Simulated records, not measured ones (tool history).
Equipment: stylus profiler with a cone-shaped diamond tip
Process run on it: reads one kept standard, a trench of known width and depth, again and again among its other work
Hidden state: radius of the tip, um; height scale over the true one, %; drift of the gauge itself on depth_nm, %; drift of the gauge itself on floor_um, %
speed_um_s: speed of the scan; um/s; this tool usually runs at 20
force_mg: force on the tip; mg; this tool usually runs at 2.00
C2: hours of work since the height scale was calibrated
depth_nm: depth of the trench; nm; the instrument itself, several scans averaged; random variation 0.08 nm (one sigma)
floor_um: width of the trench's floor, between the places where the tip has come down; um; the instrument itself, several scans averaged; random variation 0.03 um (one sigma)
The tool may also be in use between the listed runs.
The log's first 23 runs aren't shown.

{"hour": 306.6, "done": "height scale calibrated on a step standard"}
{"run": 24, "hour": 318.4, "speed_um_s": 36, "force_mg": 2.0, "scans with this tip": 6616, "C2": 9, "depth_nm": 1007.57, "floor_um": 25.83}
{"run": 25, "hour": 327.2, "speed_um_s": 12, "force_mg": 1.56, "scans with this tip": 6706, "C2": 15, "depth_nm": 1006.58, "floor_um": 25.9}
{"run": 26, "hour": 345.1, "speed_um_s": 17, "force_mg": 1.26, "scans with this tip": 6888, "C2": 28, "depth_nm": 1006.0, "floor_um": 25.85}
{"run": 27, "hour": 361.7, "speed_um_s": 17, "force_mg": 1.26, "scans with this tip": 7055, "C2": 40, "depth_nm": 1006.02, "floor_um": 25.82}
{"run": 28, "hour": 378.6, "speed_um_s": 40, "force_mg": 4.87, "scans with this tip": 7226, "C2": 53, "depth_nm": 1012.97, "floor_um": 25.78}
{"run": 29, "hour": 387.0, "speed_um_s": 20, "force_mg": 1.0, "scans with this tip": 7311, "C2": 59, "depth_nm": 1005.32, "floor_um": 25.79}
{"run": 30, "hour": 394.8, "speed_um_s": 8, "force_mg": 2.0, "scans with this tip": 7391, "C2": 65, "depth_nm": 1007.67, "floor_um": 25.82}
{"hour": 399.7, "done": "height scale calibrated on a step standard, once more"}
{"run": 31, "hour": 402.7, "speed_um_s": 17, "force_mg": 4.85, "scans with this tip": 7465, "C2": 2, "depth_nm": 1011.54, "floor_um": 25.83}
{"run": 32, "hour": 419.6, "speed_um_s": 17, "force_mg": 4.85, "scans with this tip": 7636, "C2": 15, "depth_nm": 1011.61, "floor_um": 25.82}
{"run": 33, "hour": 435.7, "speed_um_s": 6, "force_mg": 1.15, "scans with this tip": 7799, "C2": 26, "depth_nm": 1004.38, "floor_um": 25.83}
{"run": 34, "hour": 450.0, "speed_um_s": 6, "force_mg": 1.15, "scans with this tip": 7943, "C2": 37, "depth_nm": 1004.27, "floor_um": 25.8}
{"run": 35, "hour": 460.8, "speed_um_s": 6, "force_mg": 1.15, "scans with this tip": 8053, "C2": 45, "depth_nm": 1004.41, "floor_um": 25.83}
{"run": 36, "hour": 472.2, "speed_um_s": 20, "force_mg": 4.7, "scans with this tip": 8168, "C2": 53, "depth_nm": 1011.38, "floor_um": 25.79}
{"run": 37, "hour": 488.0, "speed_um_s": 20, "force_mg": 4.7, "scans with this tip": 8328, "C2": 65, "depth_nm": 1011.36, "floor_um": 25.75}
{"run": 38, "hour": 505.2, "speed_um_s": 20, "force_mg": 4.7, "scans with this tip": 8503, "C2": 77, "depth_nm": 1011.52, "floor_um": 25.76}
{"run": 39, "hour": 522.2, "speed_um_s": 15, "force_mg": 3.85, "scans with this tip": 8674, "C2": 90, "depth_nm": 1009.95, "floor_um": 25.75}
{"run": 40, "hour": 530.5, "speed_um_s": 20, "force_mg": 2.0, "scans with this tip": 8758, "C2": 96, "depth_nm": 1006.46, "floor_um": 25.74}
{"run": 41, "hour": 542.1, "speed_um_s": 20, "force_mg": 1.2, "scans with this tip": 8876, "C2": 105, "depth_nm": 1004.51, "floor_um": 25.76}
{"run": 42, "hour": 559.3, "speed_um_s": 20, "force_mg": 1.2, "scans with this tip": 9050, "C2": 117, "depth_nm": 1004.68, "floor_um": 25.66}
{"run": 43, "hour": 570.4, "speed_um_s": 20, "force_mg": 1.2, "scans with this tip": 9162, "C2": 125, "depth_nm": 1004.56, "floor_um": 25.71}
{"run": 44, "hour": 585.2, "speed_um_s": 25, "force_mg": 0.84, "scans with this tip": 9312, "C2": 136, "depth_nm": 1003.7, "floor_um": 25.6}
{"run": 45, "hour": 596.6, "speed_um_s": 25, "force_mg": 0.84, "scans with this tip": 9427, "C2": 145, "depth_nm": 1003.69, "floor_um": 25.61}
{"run": 46, "hour": 613.2, "speed_um_s": 6, "force_mg": 0.89, "scans with this tip": 9595, "C2": 157, "depth_nm": 1003.67, "floor_um": 25.77}
{"run": 47, "hour": 628.8, "speed_um_s": 6, "force_mg": 0.89, "scans with this tip": 9754, "C2": 168, "depth_nm": 1003.89, "floor_um": 25.68}

Forecast each of these 3 alternatives for the next run:
{"run": "A", "hour": 642.3, "speed_um_s": 30, "force_mg": 1.1, "scans with this tip": 9890, "C2": 178, "depth_nm": "?", "floor_um": "?"}
{"run": "B", "hour": 642.3, "speed_um_s": 43, "force_mg": 5.5, "scans with this tip": 9890, "C2": 178, "depth_nm": "?", "floor_um": "?"}
{"run": "C", "hour": 642.3, "speed_um_s": 6, "force_mg": 0.83, "scans with this tip": 9890, "C2": 178, "depth_nm": "?", "floor_um": "?"}

run=A depth_nm=1004.47 floor_um=25.61
run=B depth_nm=1012.87 floor_um=25.62
run=C depth_nm=1003.55 floor_um=25.72
Without the tool's unlogged condition, the same runs would have read:
run=A depth_nm=1004.37 floor_um=26.43
run=B depth_nm=1012.77 floor_um=26.44
run=C depth_nm=1003.45 floor_um=26.54

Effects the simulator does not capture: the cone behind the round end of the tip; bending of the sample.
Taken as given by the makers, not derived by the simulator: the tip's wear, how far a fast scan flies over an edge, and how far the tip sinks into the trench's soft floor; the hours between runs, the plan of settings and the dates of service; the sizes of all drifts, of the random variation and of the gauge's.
